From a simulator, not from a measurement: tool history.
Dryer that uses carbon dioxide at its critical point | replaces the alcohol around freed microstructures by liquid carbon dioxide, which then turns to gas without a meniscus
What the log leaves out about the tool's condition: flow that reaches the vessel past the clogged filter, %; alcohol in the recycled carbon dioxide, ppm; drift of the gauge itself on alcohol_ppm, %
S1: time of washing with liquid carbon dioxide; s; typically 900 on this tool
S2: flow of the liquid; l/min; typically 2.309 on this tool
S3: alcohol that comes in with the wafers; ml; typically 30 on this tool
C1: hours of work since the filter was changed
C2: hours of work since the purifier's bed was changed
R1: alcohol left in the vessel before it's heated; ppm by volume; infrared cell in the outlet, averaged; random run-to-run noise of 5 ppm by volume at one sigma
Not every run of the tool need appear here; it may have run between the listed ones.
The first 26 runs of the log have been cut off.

| run | hour | S1 | S2 | S3 | C1 | C2 | R1 |
|---|---|---|---|---|---|---|---|
| 27 | 335.8 | 960 | 2.950 | 36 | 177 | 476 | 95 |
| 28 | 344.9 | 600 | 2.910 | 112 | 183 | 482 | 209 |
| 29 | 361.0 | 1200 | 3.150 | 68 | 192 | 492 | 94 |
| 30 | 371.8 | 1200 | 3.150 | 68 | 199 | 498 | 99 |
| 31 | 380.3 | 1200 | 3.150 | 68 | 204 | 503 | 105 |
| 32 | 393.2 | 1200 | 3.150 | 68 | 212 | 511 | 102 |
| 33 | 409.2 | 1140 | 2.660 | 70 | 222 | 521 | 101 |
| 34 | 418.0 | 1140 | 2.650 | 60 | 227 | 527 | 109 |
|  | 430.3 | inlet filter changed |
| 35 | 436.4 | 1200 | 2.650 | 71 | 4 | 537 | 113 |
| 36 | 448.7 | 900 | 2.000 | 32 | 11 | 545 | 125 |
| 37 | 458.4 | 900 | 2.000 | 32 | 17 | 551 | 134 |
| 38 | 469.4 | 900 | 2.000 | 32 | 24 | 557 | 127 |
| 39 | 478.5 | 840 | 3.490 | 29 | 30 | 563 | 111 |

4 ways to go on from here, each from the tool as it stands after run 39. What would each give?
| A | 494.3 | 840 | 3.710 | 29 | 39 | 573 | ? |
| B | 494.3 | 840 | 3.010 | 42 | 39 | 573 | ? |
| C | 494.3 | 600 | 3.010 | 51 | 39 | 573 | ? |
| D | 494.3 | 960 | 1.870 | 57 | 39 | 573 | ? |

| run | R1 |
|---|---|
| A | 106 |
| B | 110 |
| C | 131 |
| D | 147 |
What these runs would have given with no unlogged condition in the tool:
| run | R1 |
|---|---|
| A | 0 |
| B | 3 |
| C | 19 |
| D | 34 |
